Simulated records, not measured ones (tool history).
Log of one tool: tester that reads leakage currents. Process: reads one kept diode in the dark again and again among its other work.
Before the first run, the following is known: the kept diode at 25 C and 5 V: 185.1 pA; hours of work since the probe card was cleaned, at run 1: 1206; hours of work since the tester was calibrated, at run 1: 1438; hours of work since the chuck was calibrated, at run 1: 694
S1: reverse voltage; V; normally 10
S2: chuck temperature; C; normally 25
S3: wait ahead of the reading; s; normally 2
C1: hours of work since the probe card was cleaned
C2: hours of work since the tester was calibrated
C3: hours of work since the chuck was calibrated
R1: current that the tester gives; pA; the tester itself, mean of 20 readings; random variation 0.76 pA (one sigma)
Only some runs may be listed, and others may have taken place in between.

run 1 hour=0 | S1=10 S2=25 S3=2 | C1=1206 C2=1438 C3=694 | R1=260.96
run 2 hour=47.2 | S1=10 S2=25 S3=2 | C1=1228 C2=1459 C3=716 | R1=260.8
run 3 hour=112.4 | S1=10 S2=25 S3=2 | C1=1257 C2=1489 C3=745 | R1=260.26
run 4 hour=208.1 | S1=10 S2=25 S3=2 | C1=1301 C2=1532 C3=789 | R1=259.48
run 5 hour=309.6 | S1=10 S2=25 S3=2 | C1=1347 C2=1578 C3=835 | R1=259.98
run 6 hour=401.1 | S1=10 S2=25 S3=2 | C1=1388 C2=1619 C3=876 | R1=259.97
run 7 hour=482.9 | S1=1.1 S2=53 S3=2 | C1=1425 C2=1657 C3=913 | R1=931.03
run 8 hour=565.8 | S1=3.6 S2=21 S3=1.41 | C1=1463 C2=1694 C3=951 | R1=116.94
run 9 hour=643.5 | S1=3.6 S2=21 S3=1.41 | C1=1498 C2=1729 C3=986 | R1=117.22
run 10 hour=727.7 | S1=3.6 S2=21 S3=1.41 | C1=1536 C2=1767 C3=1024 | R1=117.41
run 11 hour=827.7 | S1=10.1 S2=30 S3=3.82 | C1=1582 C2=1813 C3=1069 | R1=404.78
run 12 hour=904.3 | S1=10.1 S2=30 S3=3.82 | C1=1616 C2=1847 C3=1104 | R1=403.6

Here are 5 independent what-if runs from the current tool condition. What would each one return?
run A hour=965.7 | S1=10.1 S2=30 S3=4.97 | C1=1644 C2=1875 C3=1132 | R1=?
run B hour=965.7 | S1=1.3 S2=25 S3=1.37 | C1=1644 C2=1875 C3=1132 | R1=?
run C hour=965.7 | S1=2 S2=35 S3=2.1 | C1=1644 C2=1875 C3=1132 | R1=?
run D hour=965.7 | S1=10.1 S2=30 S3=7.55 | C1=1644 C2=1875 C3=1132 | R1=?
run E hour=965.7 | S1=2.1 S2=25 S3=2 | C1=1644 C2=1875 C3=1132 | R1=?

run=A R1=404.35
run=B R1=107.08
run=C R1=299.47
run=D R1=404.72
run=E R1=131.36
Without the tool's unlogged condition, the same runs would have read:
run=A R1=388.72
run=B R1=103.6
run=C R1=291.03
run=D R1=389.08
run=E R1=126.82

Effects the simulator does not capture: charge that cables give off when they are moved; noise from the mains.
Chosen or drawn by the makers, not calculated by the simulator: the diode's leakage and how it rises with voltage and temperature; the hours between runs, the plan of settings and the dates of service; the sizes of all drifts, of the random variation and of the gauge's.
